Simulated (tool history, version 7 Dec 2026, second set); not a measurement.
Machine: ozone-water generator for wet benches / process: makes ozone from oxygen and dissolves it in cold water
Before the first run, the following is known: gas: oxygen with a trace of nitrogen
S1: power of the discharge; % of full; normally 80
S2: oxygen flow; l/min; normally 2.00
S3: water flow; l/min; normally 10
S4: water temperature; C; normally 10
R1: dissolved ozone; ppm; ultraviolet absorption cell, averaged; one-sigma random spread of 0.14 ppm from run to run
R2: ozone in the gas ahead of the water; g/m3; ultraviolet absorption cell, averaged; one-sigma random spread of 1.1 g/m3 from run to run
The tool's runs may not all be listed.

Run 1, hour 0.0: usual settings. Result: R1 15.9 ppm, R2 194.7 g/m3.
Run 2, hour 83.0: usual settings. Result: R1 15.7 ppm, R2 192.7 g/m3.
Run 3, hour 247.5: usual settings. Result: R1 15.8 ppm, R2 193.4 g/m3.
Run 4, hour 399.0: usual settings. Result: R1 15.8 ppm, R2 195.4 g/m3.
Run 5, hour 530.1: usual settings but S4 13 C. Result: R1 15.1 ppm, R2 192.6 g/m3.
Run 6, hour 623.0: usual settings but S4 13 C. Result: R1 15.0 ppm, R2 192.7 g/m3.
Run 7, hour 749.1: usual settings but S4 13 C. Result: R1 15.2 ppm, R2 195.9 g/m3.
Run 8, hour 869.5: usual settings but S4 13 C. Result: R1 15.0 ppm, R2 193.1 g/m3.
Run 9, hour 1010.1: usual settings but S4 13 C. Result: R1 15.3 ppm, R2 193.8 g/m3.
Run 10, hour 1177.1: usual settings. Result: R1 15.8 ppm, R2 194.1 g/m3.
Run 11, hour 1322.2: usual settings. Result: R1 15.6 ppm, R2 194.9 g/m3.
Run 12, hour 1490.8: usual settings. Result: R1 15.7 ppm, R2 194.3 g/m3.
Run 13, hour 1655.1: usual settings. Result: R1 15.9 ppm, R2 193.4 g/m3.
Run 14, hour 1774.1: usual settings. Result: R1 15.8 ppm, R2 194.0 g/m3.
Run 15, hour 1876.9: usual settings. Result: R1 15.7 ppm, R2 193.8 g/m3.
Run 16, hour 1978.1: usual settings but S4 15 C. Result: R1 15.0 ppm, R2 192.5 g/m3.
Run 17, hour 2153.1: usual settings but S4 15 C. Result: R1 14.7 ppm, R2 194.0 g/m3.
Run 18, hour 2330.8: usual settings but S4 15 C. Result: R1 15.1 ppm, R2 193.7 g/m3.
Run 19, hour 2482.6: usual settings but S1 97 % of full, S2 2.96 l/min. Result: R1 17.3 ppm, R2 166.5 g/m3.
Run 20, hour 2666.5: usual settings but S3 8 l/min. Result: R1 19.8 ppm, R2 194.1 g/m3.
Run 21, hour 2818.9: usual settings but S1 46 % of full, S2 2.14 l/min, S3 8 l/min. Result: R1 14.8 ppm, R2 137.6 g/m3.
Run 22, hour 2984.3: usual settings but S1 46 % of full, S2 2.14 l/min, S3 8 l/min. Result: R1 14.8 ppm, R2 137.2 g/m3.
Run 23, hour 3088.5: usual settings but S2 1.27 l/min, S4 5 C. Result: R1 15.9 ppm, R2 260.1 g/m3.
Run 24, hour 3271.8: usual settings but S3 13 l/min, S4 12 C. Result: R1 11.4 ppm, R2 194.4 g/m3.
Run 25, hour 3419.4: usual settings but S3 13 l/min, S4 12 C. Result: R1 11.3 ppm, R2 193.7 g/m3.
Run 26, hour 3591.1: usual settings but S1 65 % of full, S3 8 l/min, S4 14 C. Result: R1 16.6 ppm, R2 172.8 g/m3.
Run 27, hour 3746.6: usual settings but S1 95 % of full, S2 1.80 l/min, S3 8 l/min, S4 15 C. Result: R1 20.5 ppm, R2 226.6 g/m3.
Run 28, hour 3831.2: usual settings but S1 56 % of full, S2 1.33 l/min, S3 14 l/min, S4 18 C. Result: R1 8.0 ppm, R2 206.2 g/m3.
Run 29, hour 3986.2: usual settings but S1 56 % of full, S2 2.29 l/min, S3 15 l/min, S4 12 C. Result: R1 8.2 ppm, R2 145.5 g/m3.
Run 30, hour 4128.2: usual settings but S1 56 % of full, S2 2.29 l/min, S3 15 l/min, S4 12 C. Result: R1 8.0 ppm, R2 144.9 g/m3.
Run 31, hour 4240.1: usual settings but S2 1.37 l/min. Result: R1 15.3 ppm, R2 246.7 g/m3.
Run 32, hour 4320.3: usual settings but S2 1.39 l/min, S3 8 l/min. Result: R1 20.2 ppm, R2 244.2 g/m3.
Run 33, hour 4416.2: usual settings but S1 91 % of full, S2 1.01 l/min. Result: R1 15.8 ppm, R2 320.1 g/m3.
Run 34, hour 4570.6: usual settings but S1 83 % of full, S2 3.44 l/min. Result: R1 15.7 ppm, R2 138.5 g/m3.

Between the runs listed above, the log contained 2 entries, not reproduced here. Where in the sequence does each belong, and how does what the log doesn't record of the tool's condition differ from the listed run before to the listed run after?
Logged between run 7 and run 8: water thermometer calibrated (hour 817.7)
  yield of the discharge, % of new electrodes': 100 -> 99.9; true water temperature over the reading, C: 0.01 -> 0
Logged between run 12 and run 13: contactor cleaned (hour 1655.1)
  contactor's efficiency, % of a clean one's: 99.8 -> 100

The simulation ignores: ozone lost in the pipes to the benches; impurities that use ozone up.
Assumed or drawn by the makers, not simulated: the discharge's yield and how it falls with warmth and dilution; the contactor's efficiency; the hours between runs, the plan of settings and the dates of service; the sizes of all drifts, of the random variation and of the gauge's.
